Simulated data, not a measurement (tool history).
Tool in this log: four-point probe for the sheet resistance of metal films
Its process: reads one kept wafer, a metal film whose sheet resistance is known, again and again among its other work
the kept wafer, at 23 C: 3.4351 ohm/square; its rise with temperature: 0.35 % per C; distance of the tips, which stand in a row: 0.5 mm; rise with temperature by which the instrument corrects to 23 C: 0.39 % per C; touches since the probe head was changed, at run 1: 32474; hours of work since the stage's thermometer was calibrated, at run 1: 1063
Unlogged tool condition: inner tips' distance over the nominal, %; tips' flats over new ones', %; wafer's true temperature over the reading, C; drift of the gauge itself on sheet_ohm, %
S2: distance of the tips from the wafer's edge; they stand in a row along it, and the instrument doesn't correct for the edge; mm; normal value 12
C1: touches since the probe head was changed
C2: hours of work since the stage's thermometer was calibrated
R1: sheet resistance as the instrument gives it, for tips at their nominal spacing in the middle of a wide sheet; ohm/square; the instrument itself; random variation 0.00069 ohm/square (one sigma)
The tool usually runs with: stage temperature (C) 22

run 1 hour=0.0 | stage_temperature_(C)=22 S2=12 | C1=32474 C2=1063 | R1=3.444162
run 2 hour=30.6 | stage_temperature_(C)=22 S2=12 | C1=33281 C2=1077 | R1=3.443073
run 3 hour=59.6 | stage_temperature_(C)=22 S2=12 | C1=34046 C2=1090 | R1=3.442736
run 4 hour=106.2 | stage_temperature_(C)=22 S2=12 | C1=35277 C2=1111 | R1=3.443047
run 5 hour=134.9 | stage_temperature_(C)=22 S2=12 | C1=36033 C2=1124 | R1=3.443148
run 6 hour=175.5 | stage_temperature_(C)=22 S2=12 | C1=37102 C2=1143 | R1=3.441206
run 7 hour=203.9 | stage_temperature_(C)=26 S2=12 | C1=37852 C2=1156 | R1=3.434551
run 8 hour=252.3 | stage_temperature_(C)=22 S2=73 | C1=39128 C2=1178 | R1=3.438629
run 9 hour=296.9 | stage_temperature_(C)=22 S2=73 | C1=40305 C2=1198 | R1=3.437536
run 10 hour=324.2 | stage_temperature_(C)=25 S2=4 | C1=41026 C2=1210 | R1=3.459925
run 11 hour=367.9 | stage_temperature_(C)=25 S2=4 | C1=42179 C2=1230 | R1=3.460904
run 12 hour=415.5 | stage_temperature_(C)=25 S2=4 | C1=43435 C2=1252 | R1=3.460632
run 13 hour=452.0 | stage_temperature_(C)=25 S2=4 | C1=44396 C2=1268 | R1=3.460276
run 14 hour=479.8 | stage_temperature_(C)=25 S2=4 | C1=45131 C2=1281 | R1=3.459695
run 15 hour=522.8 | stage_temperature_(C)=25 S2=29 | C1=46265 C2=1301 | R1=3.431508
run 16 hour=554.2 | stage_temperature_(C)=23 S2=7 | C1=47092 C2=1315 | R1=3.443381
run 17 hour=584.8 | stage_temperature_(C)=31 S2=4 | C1=47901 C2=1329 | R1=3.448858

For some of the steps in R1 from one run to the next: how much would appear even if the tool had no hidden state, given the settings, what came in and random variation, and how much remains for the hidden state plus any gauge scatter that the measured result and the result without hidden state don't share?
Run 7 -> 8: stage temperature (C) 26 -> 22, S2 12 -> 73. R1 +0.004078 ohm/square: hidden state -0.000488, all else +0.004566.
Run 14 -> 15: S2 4 -> 29. R1 -0.028187 ohm/square: hidden state -0.000399, all else -0.027788.
